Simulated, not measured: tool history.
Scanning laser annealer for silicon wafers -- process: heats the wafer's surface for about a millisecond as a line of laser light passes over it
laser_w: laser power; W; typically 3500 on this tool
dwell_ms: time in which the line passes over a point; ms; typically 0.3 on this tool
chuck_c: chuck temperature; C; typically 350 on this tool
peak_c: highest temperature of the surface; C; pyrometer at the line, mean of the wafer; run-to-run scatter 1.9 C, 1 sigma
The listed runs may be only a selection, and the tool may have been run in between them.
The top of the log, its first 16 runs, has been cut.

run	hour	laser_w	dwell_ms	chuck_c	hours of work since the window was cleaned	hours of work since the power meter was calibrated	hours of work since the optics were aligned	peak_c
17	164.2	3275	0.3	350	171	221	97	1072
18	173.3	3275	0.243	350	176	226	102	991
19	184.2	3275	0.243	350	182	232	109	995
20	193.8	3275	0.243	350	188	238	114	996
21	200.2	3275	0.243	350	192	242	118	994
22	213.2	3275	0.237	350	199	249	126	990
23	223.4	3382	0.286	350	205	255	132	1082
24	232.1	3500	0.215	329	210	260	137	986
25	245.9	3645	0.255	329	219	269	145	1085
26	252.5	3500	0.268	314	222	272	149	1052
27	263.5	3041	0.313	332	229	279	155	1001
28	276.8	3041	0.313	332	237	287	163	1002
29	289.7	3069	0.336	343	244	294	170	1047
30	297.4	3500	0.292	350	249	299	175	1120
31	305.3	3016	0.27	316	253	303	179	928
32	314.3	3016	0.27	316	259	309	185	932
33	322.6	3500	0.3	313	264	314	190	1097
34	331.9	3500	0.3	313	269	319	195	1095
35	343.4	3221	0.364	313	276	326	202	1091
36	356.5	3221	0.364	313	283	333	209	1095
37	366.8	3203	0.308	366	289	339	216	1075
38	377.6	3203	0.308	366	296	346	222	1076
39	390.1	3203	0.308	366	303	353	229	1076
40	396.9	3846	0.335	366	307	357	233	1296

Here are 5 independent what-if runs from the current tool condition. What would each one return?
A	405	3383	0.302	383	312	362	238	?
B	405	3266	0.3	317	312	362	238	?
C	405	3846	0.324	316	312	362	238	?
D	405	3464	0.365	319	312	362	238	?
E	405	3127	0.335	320	312	362	238	?

run	peak_c
A	1132
B	1034
C	1235
D	1173
E	1040
Had the tool no hidden state, the same runs would have come out as:
run	peak_c
A	1133
B	1034
C	1236
D	1174
E	1040

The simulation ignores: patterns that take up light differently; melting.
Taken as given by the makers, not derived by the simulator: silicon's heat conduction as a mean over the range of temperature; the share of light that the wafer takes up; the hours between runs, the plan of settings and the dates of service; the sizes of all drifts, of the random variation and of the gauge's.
